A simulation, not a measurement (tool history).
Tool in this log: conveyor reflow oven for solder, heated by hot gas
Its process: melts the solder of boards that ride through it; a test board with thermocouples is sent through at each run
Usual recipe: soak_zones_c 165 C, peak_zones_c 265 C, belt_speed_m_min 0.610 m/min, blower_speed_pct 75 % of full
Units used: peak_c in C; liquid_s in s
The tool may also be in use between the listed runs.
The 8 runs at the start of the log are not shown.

run,hour,soak_zones_c,peak_zones_c,belt_speed_m_min,blower_speed_pct,peak_c,liquid_s
9,73.4,165,261,0.610,86,249.5,55.1
10,83.2,165,261,0.610,86,250.1,55.7
11,92.4,165,261,0.610,86,251.1,56.0
12,102.8,165,261,0.610,86,250.2,56.4
13,109.4,165,261,0.610,86,248.8,55.6
14,121.2,165,261,0.610,86,250.0,56.5
15,131.2,165,273,0.610,75,257.9,60.7
16,144.1,161,267,0.610,75,252.7,55.3
17,156.5,178,263,0.662,78,249.4,55.0
18,163.0,178,263,0.662,78,250.0,54.3
# hour 170.1: flux residue cleaned out of gas plates and filters
19,173.3,178,263,0.662,55,243.4,46.2
20,184.8,178,262,0.645,55,243.4,48.3
21,190.5,164,265,0.505,75,255.6,73.9
22,200.0,165,268,0.529,52,251.3,64.7
23,205.5,179,265,0.610,76,254.0,63.3
24,210.9,179,265,0.610,76,253.6,62.5
25,221.8,157,269,0.499,59,255.9,70.2
26,230.9,157,269,0.499,59,255.6,69.2
27,241.3,165,265,0.610,58,246.9,50.1
28,253.4,165,265,0.610,58,246.4,50.8
29,262.4,165,265,0.610,58,246.7,50.6
30,269.5,168,269,0.696,69,249.5,47.1

Below are 4 alternative next runs, each starting from the tool's condition after run 30. Predict each:
A,280.7,156,257,0.680,69,?,?
B,280.7,166,265,0.610,75,?,?
C,280.7,160,268,0.696,69,?,?
D,280.7,165,265,0.610,81,?,?

run,peak_c,liquid_s
A,237.7,33.5
B,251.8,56.1
C,246.6,43.5
D,252.2,57.5
The same runs, with their run-to-run variation unchanged, on a tool lacking any hidden condition would have given:
run,peak_c,liquid_s
A,237.7,33.5
B,251.8,56.1
C,246.6,43.5
D,252.3,57.5
